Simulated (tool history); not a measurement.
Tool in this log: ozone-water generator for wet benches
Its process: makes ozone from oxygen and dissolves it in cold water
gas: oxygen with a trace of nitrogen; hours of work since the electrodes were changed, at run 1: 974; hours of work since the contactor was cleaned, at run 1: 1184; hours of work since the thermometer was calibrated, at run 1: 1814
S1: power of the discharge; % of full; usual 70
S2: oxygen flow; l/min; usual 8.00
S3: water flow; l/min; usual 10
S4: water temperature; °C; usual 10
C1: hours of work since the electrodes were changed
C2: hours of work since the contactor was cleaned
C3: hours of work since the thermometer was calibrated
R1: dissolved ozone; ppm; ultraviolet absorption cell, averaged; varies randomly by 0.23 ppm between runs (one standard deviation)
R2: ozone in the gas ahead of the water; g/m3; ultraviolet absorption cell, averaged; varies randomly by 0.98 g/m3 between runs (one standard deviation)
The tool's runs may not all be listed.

run,hour,S1,S2,S3,S4,C1,C2,C3,R1,R2
1,0.0,70,8.00,10,10,974,1184,1814,32.2,159.1
2,134.3,70,8.00,10,6,1092,1302,1931,34.9,159.3
3,248.3,70,8.00,10,6,1192,1402,2031,34.8,157.6
4,394.0,70,8.00,10,10,1320,1529,2159,31.9,157.3
5,467.6,70,8.00,10,10,1384,1594,2224,31.5,155.1
6,617.7,70,8.00,10,10,1516,1726,2355,31.5,155.0
7,698.3,70,8.00,10,14,1587,1796,2426,28.4,155.1
8,804.4,45,8.00,10,14,1680,1890,2519,20.9,112.5
9,949.4,70,8.00,10,10,1807,2017,2647,31.0,153.3
10,1101.7,70,8.00,10,10,1940,2150,2780,30.5,152.8
11,1199.6,70,8.00,10,10,2026,2236,2866,30.1,151.0
12,1276.2,70,8.00,10,10,2094,2304,2933,30.1,152.7
13,1425.8,70,8.00,10,10,2225,2435,3064,30.6,151.3
14,1562.1,70,8.00,10,6,2344,2554,3184,32.8,148.6
15,1734.3,98,11.33,8,13,2496,2705,3335,37.8,159.7
16,1889.2,53,8.00,10,10,2631,2841,3471,24.2,121.5
17,1978.1,98,4.51,7,11,2709,2919,3549,47.8,235.2
18,2110.1,66,12.85,9,14,2825,3035,3665,24.7,114.1
# hour 2229.3: contactor cleaned
19,2284.8,49,5.00,8,13,2975,49,3815,25.9,137.9
20,2457.9,41,5.00,15,17,3127,201,3967,13.1,122.6
21,2627.5,65,10.48,10,10,3276,349,4115,26.5,121.3
22,2760.1,65,10.48,10,10,3392,466,4232,26.5,120.6
23,2856.9,51,10.48,10,10,3477,551,4317,22.4,101.9
24,2938.2,51,10.48,10,10,3548,622,4388,22.2,102.0
25,3018.8,51,10.48,10,10,3619,693,4459,22.2,101.8
26,3157.0,70,5.09,10,10,3740,814,4580,28.4,168.4
27,3244.8,70,5.09,10,10,3817,891,4657,28.2,166.8
28,3369.3,61,5.09,14,10,3926,1000,4766,18.9,152.6

Results per run with the tool's hidden condition removed, run-to-run variation unchanged:
Hidden state at play: yield of the discharge, % of new electrodes'; contactor's efficiency, % of a clean one's; true water temperature over the reading, C; drift of the gauge itself on ozone_ppm, %; drift of the gauge itself on gas_g_m3, %.
run,R1,R2
1,34.4,167.1
2,37.6,168.2
3,37.7,167.2
4,34.7,167.9
5,34.5,166.1
6,34.7,167.0
7,31.5,167.7
8,22.7,118.9
9,34.8,167.5
10,34.5,167.9
11,34.2,166.7
12,34.3,169.0
13,35.2,168.4
14,38.0,166.4
15,45.5,185.8
16,27.8,134.5
17,58.1,277.1
18,29.3,130.1
19,29.3,153.6
20,14.6,134.6
21,31.5,141.4
22,31.7,141.3
23,26.2,116.4
24,26.1,116.9
25,26.1,117.0
26,34.9,203.1
27,34.9,201.7
28,23.2,182.2
